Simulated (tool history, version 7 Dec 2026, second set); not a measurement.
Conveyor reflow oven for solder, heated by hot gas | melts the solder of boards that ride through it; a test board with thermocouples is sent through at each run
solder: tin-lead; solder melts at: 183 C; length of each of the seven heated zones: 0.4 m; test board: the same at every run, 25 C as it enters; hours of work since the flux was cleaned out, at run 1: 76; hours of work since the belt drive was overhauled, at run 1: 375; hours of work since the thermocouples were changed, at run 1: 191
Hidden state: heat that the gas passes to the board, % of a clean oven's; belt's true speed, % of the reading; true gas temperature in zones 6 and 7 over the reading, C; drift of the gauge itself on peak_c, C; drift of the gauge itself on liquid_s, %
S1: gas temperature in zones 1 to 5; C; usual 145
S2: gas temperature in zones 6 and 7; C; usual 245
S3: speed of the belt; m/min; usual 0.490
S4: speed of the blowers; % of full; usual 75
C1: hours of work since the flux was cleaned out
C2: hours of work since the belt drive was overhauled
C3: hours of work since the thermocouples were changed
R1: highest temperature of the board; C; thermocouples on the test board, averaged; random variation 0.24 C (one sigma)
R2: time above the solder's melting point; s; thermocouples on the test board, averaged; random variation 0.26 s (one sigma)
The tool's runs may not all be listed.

run   hour   S1   S2     S3  S4   C1   C2   C3     R1     R2
  1    0.0  145  245  0.490  75   76  375  191  233.8   90.1
  2    6.1  145  245  0.490  75   79  379  195  234.0   90.3
  3   15.4  145  245  0.490  52   84  384  200  228.8   86.4
  4   23.1  145  245  0.490  75   88  388  204  233.5   90.5
  5   30.6  145  245  0.490  75   92  392  208  233.6   89.9
  6   38.2  145  245  0.490  75   96  396  212  233.5   90.4
  7   46.4  145  245  0.490  77  100  400  216  234.2   90.4
  8   55.5  145  245  0.490  77  105  405  221  233.9   90.6
  9   63.4  145  245  0.490  77  109  409  225  233.5   90.6
 10   72.3  145  245  0.490  77  114  413  229  233.9   90.4
 11   78.4  145  245  0.490  77  117  417  233  233.9   91.2
 12   86.5  145  245  0.490  77  121  421  237  234.3   90.4
 13   91.7  145  245  0.490  77  124  423  240  233.7   90.7
 14   98.4  145  245  0.490  77  127  427  243  233.8   90.0
 15  106.2  145  245  0.490  75  131  431  247  233.2   90.2
 16  113.8  158  255  0.490  56  135  435  251  240.3  100.9
 17  122.5  143  243  0.432  61  140  440  256  231.6  100.3
 18  127.2  143  249  0.442  61  142  442  258  237.0  101.5
 19  135.4  152  238  0.490  75  147  446  262  228.1   89.8
 20  139.5  152  235  0.490  55  149  449  265  221.5   84.5
 21  145.9  156  254  0.395  71  152  452  268  247.5  125.1
 22  152.2  155  236  0.525  65  156  455  271  223.0   81.6
     159.8  -- flux residue cleaned out of gas plates and filters
 23  164.2  145  234  0.400  87    2  459  275  230.0  109.5
 24  168.5  145  234  0.400  87    5  461  277  230.2  109.2
 25  172.9  145  234  0.400  87    7  463  279  230.4  109.1
 26  179.8  145  234  0.400  87   10  467  283  229.9  109.5
 27  186.1  145  234  0.400  87   14  470  286  229.6  109.1
 28  190.2  133  254  0.468  87   16  473  289  244.4   95.5
 29  199.0  156  245  0.456  61   21  477  293  234.9  103.4
 30  207.6  155  260  0.456  61   25  482  298  248.3  109.9

Measured less the same run without the tool's hidden state. The same run-to-run variation is in both; the gauge's scatter may not be:
run    R1    R2
  1  +0.3  +0.6
  2  +0.3  +0.6
  3  +0.3  +0.6
  4  +0.2  +0.5
  5  +0.2  +0.6
  6  +0.2  +0.5
  7  +0.2  +0.6
  8  +0.1  +0.6
  9  +0.1  +0.6
 10  +0.1  +0.6
 11  +0.1  +0.5
 12  +0.0  +0.6
 13  +0.1  +0.5
 14  +0.1  +0.5
 15  +0.1  +0.5
 16  +0.2  +0.7
 17  +0.2  +0.6
 18  +0.1  +0.7
 19  +0.1  +0.5
 20  +0.1  +0.5
 21  +0.3  +1.1
 22  +0.0  +0.4
 23  +0.9  +1.2
 24  +1.0  +1.2
 25  +1.0  +1.3
 26  +0.9  +1.2
 27  +0.9  +1.2
 28  +0.9  +1.0
 29  +0.9  +1.1
 30  +0.9  +1.1
